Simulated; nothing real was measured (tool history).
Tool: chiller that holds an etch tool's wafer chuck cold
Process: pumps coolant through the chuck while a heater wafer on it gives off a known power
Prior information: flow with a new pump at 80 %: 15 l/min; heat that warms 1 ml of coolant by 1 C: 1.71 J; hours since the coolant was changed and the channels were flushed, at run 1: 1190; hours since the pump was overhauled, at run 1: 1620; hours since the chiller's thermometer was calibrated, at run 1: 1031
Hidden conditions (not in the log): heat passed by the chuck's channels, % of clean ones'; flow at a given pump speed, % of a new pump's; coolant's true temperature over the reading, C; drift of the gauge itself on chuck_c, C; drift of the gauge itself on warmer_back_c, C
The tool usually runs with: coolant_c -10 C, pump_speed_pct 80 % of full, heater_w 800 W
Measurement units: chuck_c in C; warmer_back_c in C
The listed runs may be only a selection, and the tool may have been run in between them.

run,day,coolant_c,pump_speed_pct,heater_w,hours since the coolant was changed and the channels were flushed,hours since the pump was overhauled,hours since the chiller's thermometer was calibrated,chuck_c,warmer_back_c
1,0.000,-10,80,800,1190,1620,1031,-4.7,1.909
2,5.104,-10,80,829,1312,1743,1153,-4.6,1.977
3,9.921,-10,80,800,1428,1858,1269,-4.6,1.908
4,16.638,-10,80,800,1589,2020,1430,-4.5,1.905
5,21.362,-10,80,800,1702,2133,1544,-4.6,1.900
6,24.250,-10,80,963,1772,2202,1613,-3.6,2.310
7,30.179,-10,80,800,1914,2345,1755,-4.3,1.916
8,36.471,-5,80,800,2065,2496,1906,0.5,1.920
9,42.000,-14,80,800,2198,2628,2039,-8.4,1.922
10,47.300,-10,80,709,2325,2755,2166,-5.2,1.707
# day 50.025: chiller's thermometer calibrated
11,51.996,-10,80,697,2437,2867,47,-5.0,1.673
12,55.233,-10,80,800,2514,2945,125,-4.1,1.926
13,60.288,-10,80,800,2636,3066,246,-4.4,1.943
14,63.183,-15,80,800,2705,3136,316,-9.2,1.923
15,67.121,-10,80,604,2800,3230,410,-5.7,1.453
16,73.779,-10,80,604,2959,3390,570,-5.7,1.453
17,76.604,-10,80,604,3027,3458,638,-5.5,1.465
18,83.154,-7,80,800,3184,3615,795,-1.2,1.935
19,88.012,-10,80,800,3301,3732,912,-4.2,1.919
20,91.517,-2,80,800,3385,3816,996,4.0,1.944
21,98.192,-13,100,800,3545,3976,1156,-7.7,1.537
22,102.250,-13,100,1082,3643,4073,1253,-6.0,2.072
23,106.312,-14,69,478,3740,4171,1351,-10.0,1.351
24,111.962,-2,80,751,3876,4306,1486,3.6,1.827
25,115.775,-19,93,502,3967,4398,1578,-15.6,1.042
26,119.879,-18,64,800,4066,4496,1676,-11.2,2.463
27,125.917,-18,64,800,4211,4641,1821,-11.0,2.470
28,131.758,-18,64,800,4351,4781,1962,-11.0,2.479
29,135.900,-10,80,759,4450,4881,2061,-4.2,1.851
30,139.342,-8,88,800,4533,4963,2144,-2.3,1.749
# day 143.300: chiller's thermometer calibrated
31,145.921,-8,69,754,4690,5120,63,-1.8,2.158
32,150.008,-4,75,754,4788,5218,161,1.8,1.968

Branching from run 32: 4 alternative next runs. What would each branch give?
A,155.350,-18,80,800,4916,5347,289,?,?
B,155.350,-6,75,754,4916,5347,289,?,?
C,155.350,-17,80,1066,4916,5347,289,?,?
D,155.350,-10,80,617,4916,5347,289,?,?

run,chuck_c,warmer_back_c
A,-12.1,1.959
B,0.0,1.973
C,-9.1,2.604
D,-5.4,1.520
With the hidden condition removed and each run's random variation left untouched, the same runs would have given:
run,chuck_c,warmer_back_c
A,-12.9,1.865
B,-0.8,1.878
C,-10.2,2.479
D,-6.0,1.448
